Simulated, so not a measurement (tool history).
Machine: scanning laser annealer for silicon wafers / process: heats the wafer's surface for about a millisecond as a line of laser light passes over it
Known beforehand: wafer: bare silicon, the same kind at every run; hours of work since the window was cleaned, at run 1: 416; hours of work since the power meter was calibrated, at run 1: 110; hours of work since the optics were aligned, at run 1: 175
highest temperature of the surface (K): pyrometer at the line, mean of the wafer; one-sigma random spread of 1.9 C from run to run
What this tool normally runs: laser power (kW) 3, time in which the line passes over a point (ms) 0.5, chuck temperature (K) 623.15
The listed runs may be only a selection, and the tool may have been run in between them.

| run | hour | laser power (kW) | time in which the line passes over a point (ms) | chuck temperature (K) | hours of work since the window was cleaned | hours of work since the power meter was calibrated | hours of work since the optics were aligned | highest temperature of the surface (K) |
|---|---|---|---|---|---|---|---|---|
| 1 | 0 | 3 | 0.5 | 623.15 | 416 | 110 | 175 | 1370.15 |
| 2 | 7.8 | 3 | 0.5 | 623.15 | 421 | 115 | 180 | 1364.15 |
| 3 | 20.4 | 3 | 0.5 | 623.15 | 429 | 123 | 188 | 1366.15 |
| 4 | 25.5 | 3 | 0.5 | 623.15 | 432 | 126 | 191 | 1365.15 |
| 5 | 37.7 | 3 | 0.5 | 623.15 | 440 | 134 | 199 | 1367.15 |
| 6 | 50.3 | 3 | 0.5 | 623.15 | 448 | 142 | 207 | 1368.15 |
| 7 | 58.5 | 3 | 0.5 | 623.15 | 453 | 147 | 212 | 1368.15 |
| 8 | 69.2 | 3 | 0.5 | 623.15 | 460 | 154 | 219 | 1366.15 |
| 9 | 78.9 | 3 | 0.5 | 623.15 | 466 | 160 | 225 | 1366.15 |
| 10 | 89.1 | 3 | 0.526 | 623.15 | 473 | 167 | 232 | 1384.15 |
| 11 | 95.1 | 3 | 0.5 | 623.15 | 476 | 171 | 235 | 1368.15 |
| 12 | 100.5 | 3 | 0.5 | 623.15 | 480 | 174 | 239 | 1363.15 |
| 13 | 108.6 | 3.043 | 0.423 | 657.15 | 485 | 179 | 244 | 1352.15 |
| 14 | 116.3 | 2.963 | 0.524 | 659.15 | 490 | 184 | 249 | 1411.15 |
| 15 | 125.8 | 2.872 | 0.54 | 623.15 | 496 | 190 | 255 | 1354.15 |
| 16 | 131.7 | 3.188 | 0.473 | 617.15 | 500 | 194 | 259 | 1393.15 |
| 17 | 136.9 | 2.858 | 0.449 | 616.15 | 503 | 197 | 262 | 1278.15 |
| 18 | 145.9 | 3.115 | 0.398 | 605.15 | 509 | 203 | 268 | 1296.15 |
| 19 | 155.2 | 3.158 | 0.412 | 604.15 | 515 | 209 | 274 | 1321.15 |
| 20 | 165.2 | 3.251 | 0.428 | 646.15 | 521 | 215 | 280 | 1403.15 |
| 21 | 172.2 | 2.835 | 0.428 | 662.15 | 525 | 220 | 285 | 1302.15 |
| 22 | 180.3 | 2.835 | 0.428 | 662.15 | 531 | 225 | 290 | 1301.15 |

Consider 3 possible next runs. They are alternatives, not a sequence: every one starts from the tool as it was left by run 22. What does each give?
| A | 186.5 | 2.999 | 0.423 | 623.15 | 535 | 229 | 294 | ? |
| B | 186.5 | 3.227 | 0.58 | 662.15 | 535 | 229 | 294 | ? |
| C | 186.5 | 2.912 | 0.402 | 624.15 | 535 | 229 | 294 | ? |

| run | highest temperature of the surface (K) |
|---|---|
| A | 1303.15 |
| B | 1535.15 |
| C | 1262.15 |
What these runs would have given with no unlogged condition in the tool:
| run | highest temperature of the surface (K) |
|---|---|
| A | 1304.15 |
| B | 1535.15 |
| C | 1263.15 |
